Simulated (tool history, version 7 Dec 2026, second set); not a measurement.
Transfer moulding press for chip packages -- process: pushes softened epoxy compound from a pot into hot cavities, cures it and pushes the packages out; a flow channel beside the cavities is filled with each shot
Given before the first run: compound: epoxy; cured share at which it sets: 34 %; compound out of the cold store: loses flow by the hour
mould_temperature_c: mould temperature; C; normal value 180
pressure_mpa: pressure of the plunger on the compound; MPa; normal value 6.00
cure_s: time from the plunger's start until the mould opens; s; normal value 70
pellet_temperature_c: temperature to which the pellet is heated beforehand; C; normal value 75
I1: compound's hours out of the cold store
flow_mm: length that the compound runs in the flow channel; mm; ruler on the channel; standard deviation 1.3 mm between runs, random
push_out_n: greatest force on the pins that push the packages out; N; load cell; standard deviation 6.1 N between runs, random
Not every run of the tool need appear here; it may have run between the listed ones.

{"run": 1, "hour": 0.0, "mould_temperature_c": 180, "pressure_mpa": 6.0, "cure_s": 70, "pellet_temperature_c": 75, "I1": 12.7, "flow_mm": 654, "push_out_n": 339}
{"hour": 41.8, "done": "cavities cleaned with cleaning compound and waxed"}
{"run": 2, "hour": 44.9, "mould_temperature_c": 180, "pressure_mpa": 6.0, "cure_s": 70, "pellet_temperature_c": 75, "I1": 25.8, "flow_mm": 619, "push_out_n": 261}
{"hour": 49.2, "done": "mould's thermocouples calibrated"}
{"run": 3, "hour": 86.7, "mould_temperature_c": 180, "pressure_mpa": 6.0, "cure_s": 70, "pellet_temperature_c": 75, "I1": 34.8, "flow_mm": 596, "push_out_n": 374}
{"hour": 105.1, "done": "cavities cleaned with cleaning compound and waxed"}
{"run": 4, "hour": 111.4, "mould_temperature_c": 180, "pressure_mpa": 6.0, "cure_s": 70, "pellet_temperature_c": 75, "I1": 23.9, "flow_mm": 617, "push_out_n": 284}
{"run": 5, "hour": 156.3, "mould_temperature_c": 180, "pressure_mpa": 6.0, "cure_s": 70, "pellet_temperature_c": 75, "I1": 28.6, "flow_mm": 602, "push_out_n": 377}
{"hour": 165.8, "done": "plunger's sealing rings changed"}
{"hour": 170.9, "done": "cavities cleaned with cleaning compound and waxed"}
{"run": 6, "hour": 200.0, "mould_temperature_c": 186, "pressure_mpa": 6.0, "cure_s": 70, "pellet_temperature_c": 75, "I1": 31.9, "flow_mm": 598, "push_out_n": 282}
{"hour": 211.8, "done": "mould's thermocouples calibrated, once more"}
{"hour": 233.8, "done": "cavities cleaned with cleaning compound and waxed"}
{"run": 7, "hour": 234.7, "mould_temperature_c": 180, "pressure_mpa": 6.0, "cure_s": 70, "pellet_temperature_c": 75, "I1": 16.3, "flow_mm": 645, "push_out_n": 259}
{"run": 8, "hour": 278.3, "mould_temperature_c": 180, "pressure_mpa": 6.0, "cure_s": 70, "pellet_temperature_c": 75, "I1": 32.9, "flow_mm": 599, "push_out_n": 347}
{"hour": 295.6, "done": "cavities cleaned with cleaning compound and waxed"}
{"run": 9, "hour": 323.9, "mould_temperature_c": 180, "pressure_mpa": 6.0, "cure_s": 70, "pellet_temperature_c": 75, "I1": 30.8, "flow_mm": 600, "push_out_n": 331}
{"hour": 357.1, "done": "cavities cleaned with cleaning compound and waxed"}
{"run": 10, "hour": 357.1, "mould_temperature_c": 180, "pressure_mpa": 6.0, "cure_s": 70, "pellet_temperature_c": 75, "I1": 20.5, "flow_mm": 623, "push_out_n": 256}
{"hour": 385.9, "done": "plunger's sealing rings changed"}
{"run": 11, "hour": 407.8, "mould_temperature_c": 180, "pressure_mpa": 6.0, "cure_s": 70, "pellet_temperature_c": 75, "I1": 46.6, "flow_mm": 576, "push_out_n": 358}
{"hour": 421.1, "done": "cavities cleaned with cleaning compound and waxed"}
{"run": 12, "hour": 434.9, "mould_temperature_c": 180, "pressure_mpa": 6.0, "cure_s": 70, "pellet_temperature_c": 75, "I1": 38.3, "flow_mm": 592, "push_out_n": 278}
{"run": 13, "hour": 477.4, "mould_temperature_c": 180, "pressure_mpa": 6.0, "cure_s": 70, "pellet_temperature_c": 75, "I1": 8.9, "flow_mm": 663, "push_out_n": 393}
{"hour": 482.8, "done": "cavities cleaned with cleaning compound and waxed"}
{"run": 14, "hour": 506.3, "mould_temperature_c": 180, "pressure_mpa": 6.0, "cure_s": 70, "pellet_temperature_c": 69, "I1": 45.0, "flow_mm": 571, "push_out_n": 334}
{"hour": 543.7, "done": "cavities cleaned with cleaning compound and waxed"}
{"run": 15, "hour": 550.7, "mould_temperature_c": 180, "pressure_mpa": 5.37, "cure_s": 70, "pellet_temperature_c": 70, "I1": 33.3, "flow_mm": 564, "push_out_n": 262}
{"run": 16, "hour": 582.8, "mould_temperature_c": 172, "pressure_mpa": 5.47, "cure_s": 70, "pellet_temperature_c": 75, "I1": 36.1, "flow_mm": 573, "push_out_n": 550}
{"hour": 602.2, "done": "plunger's sealing rings changed"}
{"hour": 608.0, "done": "cavities cleaned with cleaning compound and waxed"}
{"run": 17, "hour": 632.8, "mould_temperature_c": 182, "pressure_mpa": 4.76, "cure_s": 84, "pellet_temperature_c": 81, "I1": 28.6, "flow_mm": 542, "push_out_n": 250}
{"run": 18, "hour": 657.7, "mould_temperature_c": 182, "pressure_mpa": 4.76, "cure_s": 84, "pellet_temperature_c": 81, "I1": 35.2, "flow_mm": 527, "push_out_n": 288}
{"hour": 669.4, "done": "cavities cleaned with cleaning compound and waxed"}
{"run": 19, "hour": 697.7, "mould_temperature_c": 182, "pressure_mpa": 4.76, "cure_s": 84, "pellet_temperature_c": 81, "I1": 18.6, "flow_mm": 561, "push_out_n": 277}
{"run": 20, "hour": 725.8, "mould_temperature_c": 182, "pressure_mpa": 5.78, "cure_s": 70, "pellet_temperature_c": 75, "I1": 11.8, "flow_mm": 633, "push_out_n": 352}
{"hour": 734.2, "done": "cavities cleaned with cleaning compound and waxed"}
{"run": 21, "hour": 762.4, "mould_temperature_c": 182, "pressure_mpa": 5.54, "cure_s": 64, "pellet_temperature_c": 75, "I1": 13.9, "flow_mm": 609, "push_out_n": 374}
{"hour": 796.0, "done": "cavities cleaned with cleaning compound and waxed"}
{"run": 22, "hour": 796.0, "mould_temperature_c": 184, "pressure_mpa": 5.06, "cure_s": 70, "pellet_temperature_c": 80, "I1": 32.7, "flow_mm": 532, "push_out_n": 201}
{"hour": 820.6, "done": "plunger's sealing rings changed"}
{"run": 23, "hour": 823.4, "mould_temperature_c": 185, "pressure_mpa": 5.29, "cure_s": 56, "pellet_temperature_c": 68, "I1": 43.5, "flow_mm": 541, "push_out_n": 402}
{"hour": 861.9, "done": "cavities cleaned with cleaning compound and waxed"}
{"run": 24, "hour": 873.2, "mould_temperature_c": 185, "pressure_mpa": 5.29, "cure_s": 56, "pellet_temperature_c": 68, "I1": 45.0, "flow_mm": 533, "push_out_n": 371}
{"hour": 918.1, "done": "mould's thermocouples calibrated"}
{"run": 25, "hour": 918.1, "mould_temperature_c": 186, "pressure_mpa": 4.56, "cure_s": 70, "pellet_temperature_c": 66, "I1": 24.7, "flow_mm": 528, "push_out_n": 316}
{"hour": 926.4, "done": "cavities cleaned with cleaning compound and waxed"}
{"run": 26, "hour": 942.8, "mould_temperature_c": 186, "pressure_mpa": 4.56, "cure_s": 70, "pellet_temperature_c": 66, "I1": 10.1, "flow_mm": 558, "push_out_n": 258}

What if the next run were any one of these 3? Each begins from the tool's condition after run 26:
{"run": "A", "hour": 983.7, "mould_temperature_c": 180, "pressure_mpa": 4.99, "cure_s": 70, "pellet_temperature_c": 75, "I1": 22.9, "flow_mm": "?", "push_out_n": "?"}
{"run": "B", "hour": 983.7, "mould_temperature_c": 180, "pressure_mpa": 4.56, "cure_s": 70, "pellet_temperature_c": 66, "I1": 11.0, "flow_mm": "?", "push_out_n": "?"}
{"run": "C", "hour": 983.7, "mould_temperature_c": 180, "pressure_mpa": 6.0, "cure_s": 70, "pellet_temperature_c": 69, "I1": 44.7, "flow_mm": "?", "push_out_n": "?"}

run=A flow_mm=562 push_out_n=368
run=B flow_mm=561 push_out_n=379
run=C flow_mm=564 push_out_n=374
With no hidden state in the tool, these same runs would have given:
run=A flow_mm=579 push_out_n=242
run=B flow_mm=578 push_out_n=249
run=C flow_mm=582 push_out_n=247
